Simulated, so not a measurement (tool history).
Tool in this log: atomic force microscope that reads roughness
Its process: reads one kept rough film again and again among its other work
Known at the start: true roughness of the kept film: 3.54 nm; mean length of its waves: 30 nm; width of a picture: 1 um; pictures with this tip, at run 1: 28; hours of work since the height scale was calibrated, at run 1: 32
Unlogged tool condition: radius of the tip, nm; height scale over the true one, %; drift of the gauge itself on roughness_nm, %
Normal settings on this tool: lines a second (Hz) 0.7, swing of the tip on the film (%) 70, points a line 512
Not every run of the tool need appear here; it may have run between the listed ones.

run   hour  lines a second (Hz)  swing of the tip on the film (%)  points a line  pictures with this tip  hours of work since the height scale was calibrated  roughness of the kept film (nm (root mean square))
  1      0                  0.7                                70            512                      28                                                   32                                               2.859
  2   14.3                  0.7                                62            512                      64                                                   43                                               2.841
  3   37.4                  0.7                                62            512                     120                                                   60                                               2.738
  4   61.3                  0.7                                70            512                     179                                                   77                                               2.602
  5   75.7                  0.7                                84            512                     215                                                   88                                               2.457
  6  100.2                0.737                                70            512                     275                                                  106                                               2.481
     104.6  -- new tip fitted
  7  115.4                  0.7                                70            512                      26                                                  117                                                2.85
  8  140.2                  0.7                                70            349                      88                                                  135                                               2.743
  9  160.4                0.681                                70            512                     137                                                  150                                               2.692
 10  184.8                0.681                                70            512                     197                                                  167                                               2.636
 11  209.6                  0.7                                70            512                     258                                                  186                                               2.549
     221.7  -- new tip fitted
 12  231.6                0.823                                70            512                      24                                                  201                                               2.875
 13  244.3                  0.7                                70            614                      56                                                  211                                               2.843
 14  265.6                  0.7                                70            614                     108                                                  226                                               2.761
 15  287.3                  0.7                                70            614                     162                                                  242                                               2.708
 16  304.1                  0.7                                70            512                     203                                                  255                                               2.621
 17  329.5                  0.7                                70            430                     265                                                  273                                               2.549
     338.9  -- new tip fitted
 18  341.6                  0.7                                88            512                       7                                                  282                                               2.703
 19  362.5                1.098                                66            941                      58                                                  297                                               2.773
 20  378.1                1.098                                66            941                      97                                                  308                                               2.713
 21  393.5                1.098                                66            941                     135                                                  320                                               2.665
 22  404.3                  0.7                                70            299                     161                                                  328                                               2.627
 23  425.8                2.971                                66            512                     214                                                  343                                               2.352
 24  447.7                1.563                                85            410                     268                                                  360                                               2.155
       457  -- new tip fitted
 25  473.8                1.563                                85            824                      41                                                  378                                               2.468
 26  488.5                0.812                                70            512                      78                                                  389                                               2.775
 27    504                1.038                                69            790                     116                                                  400                                               2.716
 28  518.8                  0.7                                73            512                     152                                                  411                                               2.674
 29  529.6                0.545                                70           1020                     179                                                  419                                               2.696
 30  547.9                0.545                                70           1020                     224                                                  433                                               2.623
 31  566.3                0.545                                59           1020                     269                                                  446                                               2.638

Hidden state or all else? Some run-to-run changes of roughness of the kept film (nm (root mean square)), split into what the settings, what came in and random variation would give without the hidden state, and what is left for the hidden state (with any gauge scatter that isn't in both results):
Run 6 -> 7: lines a second (Hz) 0.737 -> 0.7, new tip fitted. roughness of the kept film (nm (root mean square)) +0.369: hidden state +0.38, all else -0.011.
Run 11 -> 12: lines a second (Hz) 0.7 -> 0.823, new tip fitted. roughness of the kept film (nm (root mean square)) +0.326: hidden state +0.324, all else +0.002.
Run 17 -> 18: swing of the tip on the film (%) 70 -> 88, points a line 430 -> 512, new tip fitted. roughness of the kept film (nm (root mean square)) +0.154: hidden state +0.332, all else -0.178.
Run 24 -> 25: points a line 410 -> 824, new tip fitted. roughness of the kept film (nm (root mean square)) +0.313: hidden state +0.291, all else +0.022.

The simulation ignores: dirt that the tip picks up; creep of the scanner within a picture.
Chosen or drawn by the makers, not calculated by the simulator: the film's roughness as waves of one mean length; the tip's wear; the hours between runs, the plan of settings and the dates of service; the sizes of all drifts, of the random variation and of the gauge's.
